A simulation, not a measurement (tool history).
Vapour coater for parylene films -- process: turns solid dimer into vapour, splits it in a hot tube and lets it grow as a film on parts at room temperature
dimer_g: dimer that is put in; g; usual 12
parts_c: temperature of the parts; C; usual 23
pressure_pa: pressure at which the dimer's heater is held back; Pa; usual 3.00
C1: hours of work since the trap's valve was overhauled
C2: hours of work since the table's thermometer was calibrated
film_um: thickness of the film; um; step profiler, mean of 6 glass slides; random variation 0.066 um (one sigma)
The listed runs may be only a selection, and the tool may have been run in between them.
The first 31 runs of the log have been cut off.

Run 32, hour 529.6: usual settings but dimer_g 15 g; C1 269; C2 84. Result: film_um 8.89 um.
Run 33, hour 546.1: usual settings but dimer_g 6 g, parts_c 29 C, pressure_pa 2.78 Pa; C1 281; C2 96. Result: film_um 3.15 um.
Run 34, hour 570.0: usual settings but dimer_g 14 g, parts_c 29 C, pressure_pa 2.78 Pa; C1 298; C2 113. Result: film_um 7.23 um.
Run 35, hour 581.7: usual settings but dimer_g 14 g, parts_c 29 C, pressure_pa 2.78 Pa; C1 307; C2 121. Result: film_um 7.14 um.
Run 36, hour 597.7: usual settings but dimer_g 10 g, pressure_pa 5.16 Pa; C1 318; C2 133. Result: film_um 5.50 um.
Run 37, hour 613.4: usual settings but dimer_g 10 g, pressure_pa 5.16 Pa; C1 330; C2 144. Result: film_um 5.40 um.
At hour 618.7: trap's valve overhauled.
Run 38, hour 630.8: usual settings but dimer_g 10 g, pressure_pa 5.16 Pa; C1 9; C2 154. Result: film_um 6.15 um.
Run 39, hour 653.6: usual settings but dimer_g 10 g, pressure_pa 5.16 Pa; C1 25; C2 171. Result: film_um 6.13 um.
Run 40, hour 673.4: usual settings but dimer_g 5 g, pressure_pa 4.67 Pa; C1 40; C2 185. Result: film_um 3.09 um.
Run 41, hour 684.3: usual settings but dimer_g 6 g, pressure_pa 2.46 Pa; C1 48; C2 193. Result: film_um 3.91 um.
Run 42, hour 697.7: usual settings but dimer_g 6 g, pressure_pa 2.46 Pa; C1 57; C2 203. Result: film_um 3.90 um.
Run 43, hour 710.4: usual settings but dimer_g 22 g, pressure_pa 6.86 Pa; C1 67; C2 212. Result: film_um 12.90 um.
Run 44, hour 730.7: usual settings but parts_c 15 C, pressure_pa 2.24 Pa; C1 81; C2 227. Result: film_um 9.01 um.
Run 45, hour 743.6: usual settings but parts_c 15 C, pressure_pa 2.24 Pa; C1 91; C2 236. Result: film_um 8.89 um.
Run 46, hour 761.0: usual settings but dimer_g 11 g, parts_c 24 C, pressure_pa 8.96 Pa; C1 103; C2 249. Result: film_um 6.18 um.
Run 47, hour 775.0: usual settings but parts_c 18 C, pressure_pa 4.51 Pa; C1 113; C2 259. Result: film_um 8.03 um.
Run 48, hour 789.0: usual settings but dimer_g 19 g, parts_c 21 C, pressure_pa 11.42 Pa; C1 124; C2 269. Result: film_um 10.82 um.

Here are 3 independent what-if runs from the current tool condition. What would each one return?
Run A, hour 813.4: usual settings but dimer_g 9 g, parts_c 21 C, pressure_pa 11.42 Pa; C1 141; C2 287. Result: film_um ?.
Run B, hour 813.4: usual settings but dimer_g 7 g, parts_c 24 C, pressure_pa 9.02 Pa; C1 141; C2 287. Result: film_um ?.
Run C, hour 813.4: usual settings but dimer_g 5 g; C1 141; C2 287. Result: film_um ?.

run  film_um
  A     5.14
  B     3.93
  C     3.07
Without the tool's unlogged condition, the same runs would have read:
run  film_um
  A     5.40
  B     4.13
  C     3.23
